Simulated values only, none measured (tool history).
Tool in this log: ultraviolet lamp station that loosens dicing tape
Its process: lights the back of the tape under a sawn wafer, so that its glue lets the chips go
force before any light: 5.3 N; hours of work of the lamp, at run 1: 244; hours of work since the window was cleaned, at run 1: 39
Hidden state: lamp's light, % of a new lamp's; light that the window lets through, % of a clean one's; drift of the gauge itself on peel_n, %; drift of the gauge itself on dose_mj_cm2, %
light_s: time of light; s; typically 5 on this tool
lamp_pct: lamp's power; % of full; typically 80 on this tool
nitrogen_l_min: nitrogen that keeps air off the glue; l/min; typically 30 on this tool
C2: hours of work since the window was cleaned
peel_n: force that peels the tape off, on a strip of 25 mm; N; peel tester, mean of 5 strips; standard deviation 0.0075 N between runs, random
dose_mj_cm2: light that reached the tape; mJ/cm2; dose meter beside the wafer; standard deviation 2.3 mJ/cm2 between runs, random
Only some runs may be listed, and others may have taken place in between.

run 1 day=0 | light_s=5 lamp_pct=80 nitrogen_l_min=30 | hours_of_work_of_the_lamp=244 C2=39 | peel_n=0.324 dose_mj_cm2=209
run 2 day=1.758 | light_s=5 lamp_pct=80 nitrogen_l_min=30 | hours_of_work_of_the_lamp=264 C2=59 | peel_n=0.349 dose_mj_cm2=201
run 3 day=3.108 | light_s=5 lamp_pct=80 nitrogen_l_min=30 | hours_of_work_of_the_lamp=280 C2=75 | peel_n=0.366 dose_mj_cm2=203
run 4 day=5.021 | light_s=5 lamp_pct=80 nitrogen_l_min=30 | hours_of_work_of_the_lamp=301 C2=97 | peel_n=0.368 dose_mj_cm2=200
run 5 day=6.804 | light_s=5 lamp_pct=80 nitrogen_l_min=30 | hours_of_work_of_the_lamp=322 C2=117 | peel_n=0.388 dose_mj_cm2=193
run 6 day=7.708 | light_s=5 lamp_pct=92 nitrogen_l_min=30 | hours_of_work_of_the_lamp=332 C2=127 | peel_n=0.308 dose_mj_cm2=217
run 7 day=9.604 | light_s=5 lamp_pct=92 nitrogen_l_min=30 | hours_of_work_of_the_lamp=354 C2=149 | peel_n=0.32 dose_mj_cm2=214
run 8 day=10.546 | light_s=5 lamp_pct=92 nitrogen_l_min=30 | hours_of_work_of_the_lamp=364 C2=159 | peel_n=0.318 dose_mj_cm2=215
run 9 day=12.408 | light_s=5 lamp_pct=81 nitrogen_l_min=30 | hours_of_work_of_the_lamp=385 C2=181 | peel_n=0.422 dose_mj_cm2=186
run 10 day=13.671 | light_s=5 lamp_pct=99 nitrogen_l_min=30 | hours_of_work_of_the_lamp=400 C2=195 | peel_n=0.308 dose_mj_cm2=225
run 11 day=14.829 | light_s=5 lamp_pct=99 nitrogen_l_min=30 | hours_of_work_of_the_lamp=413 C2=208 | peel_n=0.307 dose_mj_cm2=219
run 12 day=16.212 | light_s=5 lamp_pct=99 nitrogen_l_min=30 | hours_of_work_of_the_lamp=429 C2=224 | peel_n=0.312 dose_mj_cm2=219
run 13 day=17.312 | light_s=2 lamp_pct=80 nitrogen_l_min=30 | hours_of_work_of_the_lamp=441 C2=236 | peel_n=1.771 dose_mj_cm2=66
run 14 day=19.004 | light_s=2 lamp_pct=80 nitrogen_l_min=30 | hours_of_work_of_the_lamp=461 C2=256 | peel_n=1.874 dose_mj_cm2=69
run 15 day=20.583 | light_s=2 lamp_pct=80 nitrogen_l_min=30 | hours_of_work_of_the_lamp=478 C2=274 | peel_n=1.901 dose_mj_cm2=68
run 16 day=21.667 | light_s=2 lamp_pct=81 nitrogen_l_min=30 | hours_of_work_of_the_lamp=491 C2=286 | peel_n=1.863 dose_mj_cm2=65
run 17 day=23 | light_s=5 lamp_pct=80 nitrogen_l_min=30 | hours_of_work_of_the_lamp=506 C2=301 | peel_n=0.512 dose_mj_cm2=162
run 18 day=24.558 | light_s=5 lamp_pct=80 nitrogen_l_min=30 | hours_of_work_of_the_lamp=524 C2=319 | peel_n=0.539 dose_mj_cm2=158
run 19 day=26.617 | light_s=5 lamp_pct=80 nitrogen_l_min=30 | hours_of_work_of_the_lamp=547 C2=342 | peel_n=0.529 dose_mj_cm2=158
run 20 day=28.6 | light_s=5 lamp_pct=80 nitrogen_l_min=30 | hours_of_work_of_the_lamp=570 C2=365 | peel_n=0.578 dose_mj_cm2=151
run 21 day=30.679 | light_s=5 lamp_pct=80 nitrogen_l_min=18 | hours_of_work_of_the_lamp=593 C2=388 | peel_n=0.766 dose_mj_cm2=151
run 22 day=32.617 | light_s=5 lamp_pct=80 nitrogen_l_min=18 | hours_of_work_of_the_lamp=615 C2=410 | peel_n=0.797 dose_mj_cm2=147
-- day=33.112 window cleaned of glue's vapour
run 23 day=34.492 | light_s=9 lamp_pct=72 nitrogen_l_min=30 | hours_of_work_of_the_lamp=636 C2=16 | peel_n=0.216 dose_mj_cm2=277
-- day=34.871 lamp changed
run 24 day=36.146 | light_s=3 lamp_pct=78 nitrogen_l_min=26 | hours_of_work_of_the_lamp=15 C2=34 | peel_n=0.781 dose_mj_cm2=134
run 25 day=37.888 | light_s=3 lamp_pct=78 nitrogen_l_min=16 | hours_of_work_of_the_lamp=34 C2=54 | peel_n=0.995 dose_mj_cm2=132
run 26 day=39.592 | light_s=9 lamp_pct=78 nitrogen_l_min=11 | hours_of_work_of_the_lamp=54 C2=73 | peel_n=0.215 dose_mj_cm2=388
run 27 day=41.596 | light_s=3 lamp_pct=63 nitrogen_l_min=47 | hours_of_work_of_the_lamp=77 C2=96 | peel_n=0.917 dose_mj_cm2=106
run 28 day=43.342 | light_s=9 lamp_pct=80 nitrogen_l_min=30 | hours_of_work_of_the_lamp=96 C2=116 | peel_n=0.19 dose_mj_cm2=390
run 29 day=44.275 | light_s=3 lamp_pct=79 nitrogen_l_min=58 | hours_of_work_of_the_lamp=107 C2=126 | peel_n=0.634 dose_mj_cm2=128
run 30 day=46.267 | light_s=5 lamp_pct=84 nitrogen_l_min=27 | hours_of_work_of_the_lamp=130 C2=149 | peel_n=0.314 dose_mj_cm2=222
run 31 day=47.612 | light_s=5 lamp_pct=65 nitrogen_l_min=12 | hours_of_work_of_the_lamp=145 C2=164 | peel_n=0.8 dose_mj_cm2=168
run 32 day=48.683 | light_s=5 lamp_pct=65 nitrogen_l_min=12 | hours_of_work_of_the_lamp=157 C2=177 | peel_n=0.831 dose_mj_cm2=162
run 33 day=49.983 | light_s=5 lamp_pct=85 nitrogen_l_min=16 | hours_of_work_of_the_lamp=172 C2=191 | peel_n=0.452 dose_mj_cm2=217
run 34 day=52.092 | light_s=3 lamp_pct=85 nitrogen_l_min=16 | hours_of_work_of_the_lamp=196 C2=215 | peel_n=1.12 dose_mj_cm2=128
run 35 day=53.654 | light_s=2 lamp_pct=86 nitrogen_l_min=38 | hours_of_work_of_the_lamp=214 C2=233 | peel_n=1.383 dose_mj_cm2=91
run 36 day=55.275 | light_s=5 lamp_pct=73 nitrogen_l_min=30 | hours_of_work_of_the_lamp=232 C2=252 | peel_n=0.461 dose_mj_cm2=175
run 37 day=57.171 | light_s=5 lamp_pct=73 nitrogen_l_min=30 | hours_of_work_of_the_lamp=254 C2=273 | peel_n=0.473 dose_mj_cm2=174
run 38 day=58.654 | light_s=3 lamp_pct=78 nitrogen_l_min=33 | hours_of_work_of_the_lamp=271 C2=290 | peel_n=0.993 dose_mj_cm2=105
run 39 day=60.817 | light_s=3 lamp_pct=78 nitrogen_l_min=33 | hours_of_work_of_the_lamp=295 C2=315 | peel_n=1.025 dose_mj_cm2=107
run 40 day=62.767 | light_s=3 lamp_pct=78 nitrogen_l_min=33 | hours_of_work_of_the_lamp=317 C2=337 | peel_n=1.027 dose_mj_cm2=105
run 41 day=64.958 | light_s=10 lamp_pct=80 nitrogen_l_min=30 | hours_of_work_of_the_lamp=342 C2=362 | peel_n=0.199 dose_mj_cm2=354
run 42 day=66.988 | light_s=7 lamp_pct=80 nitrogen_l_min=35 | hours_of_work_of_the_lamp=365 C2=385 | peel_n=0.255 dose_mj_cm2=239
run 43 day=68.629 | light_s=6 lamp_pct=80 nitrogen_l_min=59 | hours_of_work_of_the_lamp=384 C2=404 | peel_n=0.289 dose_mj_cm2=199

Some steps in peel_n between neighbouring runs. How much of each would the tool show without its hidden state too (settings, what came in, random variation), and how much is left for the hidden state, with any gauge scatter that isn't in both results?
Run 12 -> 13: light_s 5 -> 2, lamp_pct 99 -> 80. peel_n +1.459 N: hidden state +0.444, all else +1.015.
Run 16 -> 17: light_s 2 -> 5, lamp_pct 81 -> 80. peel_n -1.351 N: hidden state -0.397, all else -0.954.
Run 22 -> 23: light_s 5 -> 9, lamp_pct 80 -> 72, nitrogen_l_min 18 -> 30, window cleaned of glue's vapour. peel_n -0.581 N: hidden state -0.408, all else -0.173.
Run 35 -> 36: light_s 2 -> 5, lamp_pct 86 -> 73, nitrogen_l_min 38 -> 30. peel_n -0.922 N: hidden state -0.183, all else -0.739.

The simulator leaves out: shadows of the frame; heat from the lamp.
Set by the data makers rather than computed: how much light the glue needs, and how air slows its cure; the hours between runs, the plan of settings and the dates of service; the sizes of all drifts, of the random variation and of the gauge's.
